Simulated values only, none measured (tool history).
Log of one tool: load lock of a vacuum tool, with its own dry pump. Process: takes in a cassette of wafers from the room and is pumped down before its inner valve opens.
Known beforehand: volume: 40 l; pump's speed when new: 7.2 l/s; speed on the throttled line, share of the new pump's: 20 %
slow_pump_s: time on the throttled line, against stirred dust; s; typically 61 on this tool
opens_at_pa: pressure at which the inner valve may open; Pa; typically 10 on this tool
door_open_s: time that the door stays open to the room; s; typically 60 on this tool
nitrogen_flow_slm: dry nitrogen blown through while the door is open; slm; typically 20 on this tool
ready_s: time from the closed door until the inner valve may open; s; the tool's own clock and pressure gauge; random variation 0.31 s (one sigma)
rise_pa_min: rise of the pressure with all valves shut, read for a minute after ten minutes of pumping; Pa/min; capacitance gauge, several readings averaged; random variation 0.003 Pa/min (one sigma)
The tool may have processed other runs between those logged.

run	hour	slow_pump_s	opens_at_pa	door_open_s	nitrogen_flow_slm	incoming humidity of the room's air, %	ready_s	rise_pa_min
1	0	61	10	60	20	46.4	100.7	0.13
2	146.1	61	12	60	20	48.4	99.6	0.133
3	321.6	61	12	60	20	44.7	100	0.144
4	567.7	61	12	60	20	44.4	100.1	0.15
5	844.2	61	12	60	20	47.9	99.9	0.158
6	1024.4	61	12	60	20	46.1	99.6	0.159
7	1171.9	61	12	60	20	43.6	100.5	0.156
8	1359.3	61	12	60	20	40.6	100.7	0.154
9	1591.9	61	12	60	20	45.9	100.8	0.168
10	1889.4	61	12	60	20	42	100.6	0.171
11	2109.2	61	10	36	20	45	102.1	0.165
12	2390.9	61	10	36	20	44.6	101.9	0.164
13	2518.3	93	10	162	20	47.1	128.2	0.236
14	2668.1	93	10	162	20	44.8	127.6	0.239
15	2934.5	41	8	213	11	48.4	88.3	0.3
16	3094.5	79	8	213	11	47	118.1	0.306
17	3313.1	79	8	213	11	44.7	117.5	0.302
18	3596.2	92	19	146	32	41.2	123.2	0.229
19	3758	92	19	146	33	43.4	123.8	0.242
# hour 3959: door's seal changed, seat wiped
20	4015.3	92	17	211	33	45.5	123.2	0.094
21	4233.7	61	10	42	14	48.3	103.7	0.042
22	4427.3	61	10	214	4	47.3	103.6	0.177
23	4581.7	47	10	117	9	44.4	91.8	0.095
24	4760.3	49	16	120	5	42.4	91.1	0.107

Below are 5 alternative next runs, each starting from the tool's condition after run 24. Predict each:
A	5053	49	10	42	5	43.6	?	?
B	5053	55	16	56	25	45.6	?	?
C	5053	61	12	60	7	47.2	?	?
D	5053	88	16	44	31	44.4	?	?
E	5053	118	16	120	5	45.1	?	?

run	ready_s	rise_pa_min
A	93.6	0.058
B	95.4	0.044
C	102.2	0.068
D	121.7	0.037
E	145.5	0.113
With the hidden condition removed and each run's random variation left untouched, the same runs would have given:
run	ready_s	rise_pa_min
A	90.1	0.051
B	92.3	0.037
C	99	0.061
D	119.1	0.03
E	143.5	0.106

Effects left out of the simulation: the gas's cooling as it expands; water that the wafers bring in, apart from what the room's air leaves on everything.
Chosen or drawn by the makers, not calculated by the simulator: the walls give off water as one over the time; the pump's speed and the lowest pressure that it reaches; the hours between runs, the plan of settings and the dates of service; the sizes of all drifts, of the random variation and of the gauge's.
